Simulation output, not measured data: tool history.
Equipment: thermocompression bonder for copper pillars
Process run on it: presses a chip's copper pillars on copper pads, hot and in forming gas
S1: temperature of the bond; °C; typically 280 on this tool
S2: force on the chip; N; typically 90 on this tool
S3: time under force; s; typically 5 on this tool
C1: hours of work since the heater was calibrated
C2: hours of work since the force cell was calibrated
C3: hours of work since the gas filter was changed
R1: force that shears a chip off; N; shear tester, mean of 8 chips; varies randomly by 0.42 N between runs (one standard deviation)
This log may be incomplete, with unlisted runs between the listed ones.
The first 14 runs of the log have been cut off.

Run 15, day 37.929: usual settings; C1 659; C2 1727; C3 49. Result: R1 80.1 N.
At day 41.454: force cell calibrated.
Run 16, day 41.608: usual settings; C1 703; C2 2; C3 92. Result: R1 80.3 N.
Run 17, day 44.488: usual settings but S1 256 °C, S2 79 N, S3 12 s; C1 737; C2 36; C3 126. Result: R1 74.9 N.
Run 18, day 47.679: usual settings but S1 256 °C, S2 79 N, S3 12 s; C1 775; C2 74; C3 164. Result: R1 75.0 N.
At day 50.775: forming gas filter changed.
Run 19, day 51.325: usual settings but S1 307 °C; C1 818; C2 118; C3 7. Result: R1 104.2 N.
Run 20, day 52.912: usual settings but S1 281 °C, S2 74 N; C1 837; C2 136; C3 25. Result: R1 71.5 N.
Run 21, day 56.371: usual settings but S2 70 N, S3 4 s; C1 879; C2 178; C3 67. Result: R1 63.8 N.
Run 22, day 59.425: usual settings but S2 70 N, S3 4 s; C1 915; C2 214; C3 103. Result: R1 63.7 N.
Run 23, day 61.054: usual settings but S3 14 s; C1 934; C2 234; C3 123. Result: R1 107.2 N.
At day 62.371: heater calibrated with a thermocouple chip.
Run 24, day 63.192: usual settings but S1 290 °C, S3 8 s; C1 10; C2 258; C3 147. Result: R1 101.9 N.
Run 25, day 66.075: usual settings but S3 9 s; C1 44; C2 293; C3 182. Result: R1 94.8 N.
At day 67.804: forming gas filter changed.
Run 26, day 68.329: usual settings but S1 296 °C, S3 9 s; C1 71; C2 319; C3 6. Result: R1 108.0 N.
Run 27, day 70.017: usual settings but S1 296 °C, S3 4 s; C1 91; C2 339; C3 26. Result: R1 86.9 N.
Run 28, day 73.450: usual settings but S2 92 N, S3 3 s; C1 132; C2 380; C3 67. Result: R1 66.4 N.
Run 29, day 76.846: usual settings but S1 307 °C, S2 92 N, S3 11 s; C1 172; C2 421; C3 108. Result: R1 121.4 N.
Run 30, day 78.796: usual settings but S1 306 °C, S2 117 N, S3 4 s; C1 196; C2 444; C3 131. Result: R1 107.0 N.

Run 31, settings as shown, results not yet in. Your forecast:
Run 31, day 82.279: usual settings but S1 306 °C, S2 117 N, S3 4 s; C1 237; C2 486; C3 173. Result: R1 ?.

{"run 31": {"R1": 106.6}}
On a tool with no hidden condition, and with the same random variation, this run would have come out at R1 109.3 N.
